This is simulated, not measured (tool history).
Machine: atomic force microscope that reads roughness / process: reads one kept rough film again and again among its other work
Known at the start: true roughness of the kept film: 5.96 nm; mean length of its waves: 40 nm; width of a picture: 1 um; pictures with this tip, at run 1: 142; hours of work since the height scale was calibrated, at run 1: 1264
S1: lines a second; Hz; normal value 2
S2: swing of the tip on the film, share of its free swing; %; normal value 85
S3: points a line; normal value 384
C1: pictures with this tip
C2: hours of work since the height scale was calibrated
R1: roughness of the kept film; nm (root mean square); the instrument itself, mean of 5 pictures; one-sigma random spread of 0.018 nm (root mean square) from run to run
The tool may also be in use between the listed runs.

run,hour,S1,S2,S3,C1,C2,R1
1,0.0,2,85,384,142,1264,4.018
# hour 38.7: new tip fitted
2,39.5,2,85,278,0,1282,4.477
3,95.7,2,85,384,41,1307,4.274
4,132.5,2,85,310,67,1323,4.174
5,200.7,2,85,310,116,1354,4.008
6,262.2,2,85,384,160,1381,3.866
# hour 274.3: new tip fitted
7,306.2,2,85,379,23,1401,4.360

The next listed run, before its measurement:
8,358.2,2,85,379,61,1424,?

R1: 4.222 nm (root mean square)
Were there no unlogged condition in the tool, this run, its random variation unchanged, would have produced R1 4.489 nm (root mean square).
